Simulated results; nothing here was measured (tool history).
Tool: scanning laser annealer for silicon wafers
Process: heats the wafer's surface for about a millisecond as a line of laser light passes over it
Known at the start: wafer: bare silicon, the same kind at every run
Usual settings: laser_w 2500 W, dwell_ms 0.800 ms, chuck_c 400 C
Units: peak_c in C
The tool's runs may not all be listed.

run,hour,laser_w,dwell_ms,chuck_c,peak_c
1,0.0,2500,0.800,400,1227
2,39.0,2500,0.800,400,1227
3,116.3,2538,0.800,400,1237
4,183.7,2500,0.800,400,1226
5,269.1,2500,0.800,400,1222
6,351.6,2500,0.800,400,1222
7,432.0,2500,0.800,400,1223
8,506.4,2560,0.995,400,1358
9,563.4,2500,0.610,400,1102
10,625.2,2500,0.610,400,1099

5 ways to go on from here, each from the tool as it stands after run 10. What would each give?
A,688.0,2259,0.700,415,?
B,688.0,2424,0.800,384,?
C,688.0,2573,0.733,400,?
D,688.0,2500,0.666,400,?
E,688.0,2500,0.663,413,?

run,peak_c
A,1094
B,1178
C,1203
D,1138
E,1146
Without the tool's hidden state the same runs would have given:
run,peak_c
A,1118
B,1206
C,1231
D,1164
E,1172

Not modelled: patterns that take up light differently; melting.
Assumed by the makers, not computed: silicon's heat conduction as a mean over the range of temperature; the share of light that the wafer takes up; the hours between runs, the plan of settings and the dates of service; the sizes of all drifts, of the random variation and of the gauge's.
